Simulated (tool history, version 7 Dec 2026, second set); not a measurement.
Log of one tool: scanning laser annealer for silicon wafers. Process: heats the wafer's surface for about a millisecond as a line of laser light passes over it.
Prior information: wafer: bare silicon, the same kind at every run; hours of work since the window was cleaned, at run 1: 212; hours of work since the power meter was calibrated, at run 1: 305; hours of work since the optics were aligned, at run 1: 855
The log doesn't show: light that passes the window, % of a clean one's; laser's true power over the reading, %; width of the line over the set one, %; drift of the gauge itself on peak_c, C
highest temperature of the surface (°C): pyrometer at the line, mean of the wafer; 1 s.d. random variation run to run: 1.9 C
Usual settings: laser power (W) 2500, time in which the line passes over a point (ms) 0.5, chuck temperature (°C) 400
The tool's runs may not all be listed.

| run | hour | laser power (W) | time in which the line passes over a point (ms) | chuck temperature (°C) | hours of work since the window was cleaned | hours of work since the power meter was calibrated | hours of work since the optics were aligned | highest temperature of the surface (°C) |
|---|---|---|---|---|---|---|---|---|
| 1 | 0 | 2500 | 0.5 | 400 | 212 | 305 | 855 | 1167 |
|  | 10.7 | optics aligned, line set to its width |
| 2 | 38.9 | 2500 | 0.5 | 400 | 234 | 327 | 18 | 1186 |
| 3 | 99.9 | 2500 | 0.5 | 400 | 273 | 366 | 58 | 1185 |
| 4 | 162.8 | 2500 | 0.5 | 400 | 314 | 407 | 98 | 1181 |
| 5 | 231 | 2500 | 0.5 | 400 | 358 | 451 | 142 | 1166 |
| 6 | 270.9 | 2500 | 0.5 | 421 | 384 | 477 | 168 | 1188 |
|  | 325.7 | window over the wafer cleaned |
| 7 | 325.7 | 2390 | 0.5 | 400 | 0 | 511 | 202 | 1164 |
| 8 | 403.6 | 2390 | 0.5 | 400 | 50 | 561 | 253 | 1157 |
| 9 | 454.3 | 2390 | 0.5 | 400 | 83 | 594 | 286 | 1151 |
| 10 | 506.7 | 2500 | 0.503 | 400 | 117 | 628 | 319 | 1190 |
| 11 | 579.8 | 2500 | 0.5 | 396 | 164 | 675 | 367 | 1178 |
| 12 | 628.6 | 2500 | 0.5 | 396 | 196 | 707 | 398 | 1175 |
| 13 | 703.5 | 2500 | 0.5 | 396 | 244 | 755 | 447 | 1165 |
| 14 | 781.5 | 2500 | 0.383 | 396 | 295 | 805 | 497 | 1079 |
| 15 | 818.3 | 2500 | 0.383 | 396 | 319 | 829 | 521 | 1074 |
| 16 | 861.4 | 2500 | 0.5 | 400 | 346 | 857 | 549 | 1160 |
| 17 | 913.4 | 2467 | 0.5 | 400 | 380 | 891 | 582 | 1141 |
|  | 974.6 | window over the wafer cleaned |
| 18 | 985.1 | 2467 | 0.5 | 400 | 7 | 936 | 627 | 1183 |
| 19 | 1045.3 | 2500 | 0.5 | 400 | 46 | 975 | 666 | 1187 |
| 20 | 1127.3 | 2500 | 0.5 | 400 | 99 | 1028 | 719 | 1177 |
| 21 | 1188.4 | 2500 | 0.5 | 400 | 138 | 1067 | 759 | 1174 |
| 22 | 1269.8 | 2693 | 0.402 | 390 | 191 | 1120 | 812 | 1152 |
| 23 | 1328.7 | 2631 | 0.5 | 382 | 229 | 1158 | 850 | 1194 |
|  | 1345.8 | optics aligned, line set to its width |
| 24 | 1382.8 | 2289 | 0.501 | 400 | 261 | 1190 | 24 | 1105 |
| 25 | 1419.7 | 2500 | 0.603 | 365 | 285 | 1214 | 48 | 1211 |
| 26 | 1461.9 | 2500 | 0.603 | 365 | 312 | 1241 | 75 | 1209 |
| 27 | 1543.7 | 2500 | 0.524 | 400 | 365 | 1294 | 128 | 1186 |
| 28 | 1611.2 | 2571 | 0.5 | 370 | 408 | 1337 | 172 | 1159 |
|  | 1627.1 | window over the wafer cleaned |
| 29 | 1682.6 | 2571 | 0.5 | 370 | 36 | 1382 | 216 | 1195 |
| 30 | 1740 | 2571 | 0.5 | 370 | 73 | 1419 | 254 | 1188 |
| 31 | 1815.3 | 2377 | 0.396 | 415 | 122 | 1468 | 302 | 1085 |
| 32 | 1881.2 | 2377 | 0.396 | 400 | 164 | 1511 | 345 | 1061 |
| 33 | 1935.9 | 2511 | 0.542 | 400 | 200 | 1546 | 380 | 1205 |
| 34 | 1969.4 | 2195 | 0.495 | 400 | 221 | 1568 | 402 | 1056 |
| 35 | 2040.9 | 2130 | 0.523 | 400 | 268 | 1614 | 448 | 1039 |
| 36 | 2103.2 | 2130 | 0.523 | 400 | 308 | 1654 | 489 | 1037 |
| 37 | 2157.2 | 2337 | 0.419 | 391 | 343 | 1689 | 523 | 1033 |
| 38 | 2193.2 | 2742 | 0.409 | 390 | 366 | 1713 | 547 | 1159 |
| 39 | 2257.7 | 2742 | 0.409 | 390 | 408 | 1754 | 588 | 1155 |
|  | 2276.2 | window over the wafer cleaned |
| 40 | 2299.7 | 2677 | 0.52 | 363 | 15 | 1780 | 614 | 1231 |
| 41 | 2372.2 | 2677 | 0.52 | 363 | 62 | 1827 | 661 | 1219 |

Hidden state or all else? Some run-to-run changes of highest temperature of the surface (°C), split into what the settings, what came in and random variation would give without the hidden state, and what is left for the hidden state (with any gauge scatter that isn't in both results):
Run 6 -> 7: laser power (W) 2500 -> 2390, chuck temperature (°C) 421 -> 400, window over the wafer cleaned. highest temperature of the surface (°C) -24: hidden state +40, all else -64.
Run 17 -> 18: window over the wafer cleaned. highest temperature of the surface (°C) +42: hidden state +40, all else +2.
Run 32 -> 33: laser power (W) 2377 -> 2511, time in which the line passes over a point (ms) 0.396 -> 0.542. highest temperature of the surface (°C) +144: hidden state -15, all else +159.
Run 33 -> 34: laser power (W) 2511 -> 2195, time in which the line passes over a point (ms) 0.542 -> 0.495. highest temperature of the surface (°C) -149: hidden state +8, all else -157.
Run 37 -> 38: laser power (W) 2337 -> 2742, time in which the line passes over a point (ms) 0.419 -> 0.409, chuck temperature (°C) 391 -> 390. highest temperature of the surface (°C) +126: hidden state -15, all else +141.
Run 39 -> 40: laser power (W) 2742 -> 2677, time in which the line passes over a point (ms) 0.409 -> 0.52, chuck temperature (°C) 390 -> 363, window over the wafer cleaned. highest temperature of the surface (°C) +76: hidden state +40, all else +36.
